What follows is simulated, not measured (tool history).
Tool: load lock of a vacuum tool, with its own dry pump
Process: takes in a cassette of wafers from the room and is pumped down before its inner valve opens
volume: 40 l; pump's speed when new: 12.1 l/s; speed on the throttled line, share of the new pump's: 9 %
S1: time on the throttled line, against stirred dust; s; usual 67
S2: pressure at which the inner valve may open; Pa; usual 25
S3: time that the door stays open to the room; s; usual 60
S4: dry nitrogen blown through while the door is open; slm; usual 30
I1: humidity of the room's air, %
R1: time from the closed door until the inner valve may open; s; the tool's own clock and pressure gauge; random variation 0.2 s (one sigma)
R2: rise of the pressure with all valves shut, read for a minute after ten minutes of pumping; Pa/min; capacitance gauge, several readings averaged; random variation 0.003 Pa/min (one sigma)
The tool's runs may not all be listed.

| run | day | S1 | S2 | S3 | S4 | I1 | R1 | R2 |
|---|---|---|---|---|---|---|---|---|
| 1 | 0 | 67 | 25 | 60 | 30 | 42.4 | 89 | 0.026 |
| 2 | 7.188 | 42 | 25 | 60 | 30 | 44.4 | 66 | 0.032 |
| 3 | 11.221 | 42 | 25 | 60 | 30 | 45.1 | 65.6 | 0.022 |
| 4 | 17.05 | 42 | 25 | 60 | 30 | 45.6 | 65.7 | 0.027 |
| 5 | 22.896 | 42 | 25 | 60 | 30 | 43.3 | 65.8 | 0.025 |
| 6 | 27.25 | 41 | 30 | 45 | 4 | 43.9 | 64.4 | 0.036 |
| 7 | 31.058 | 41 | 30 | 45 | 4 | 43.1 | 64.2 | 0.032 |
| 8 | 38.125 | 41 | 30 | 45 | 4 | 47 | 64.5 | 0.035 |
| 9 | 43.796 | 41 | 30 | 45 | 4 | 45.8 | 64.4 | 0.036 |
| 10 | 48.846 | 41 | 30 | 45 | 4 | 42 | 64.1 | 0.035 |

3 ways to go on from here, each from the tool as it stands after run 10. What would each give?
| A | 52.483 | 41 | 30 | 37 | 19 | 44.5 | ? | ? |
| B | 52.483 | 63 | 34 | 78 | 30 | 45.4 | ? | ? |
| C | 52.483 | 75 | 24 | 39 | 4 | 47.9 | ? | ? |

| run | R1 | R2 |
|---|---|---|
| A | 64.3 | 0.023 |
| B | 84 | 0.03 |
| C | 95.9 | 0.035 |
Without the tool's hidden state the same runs would have given:
| run | R1 | R2 |
|---|---|---|
| A | 64.3 | 0.022 |
| B | 84 | 0.029 |
| C | 95.9 | 0.034 |
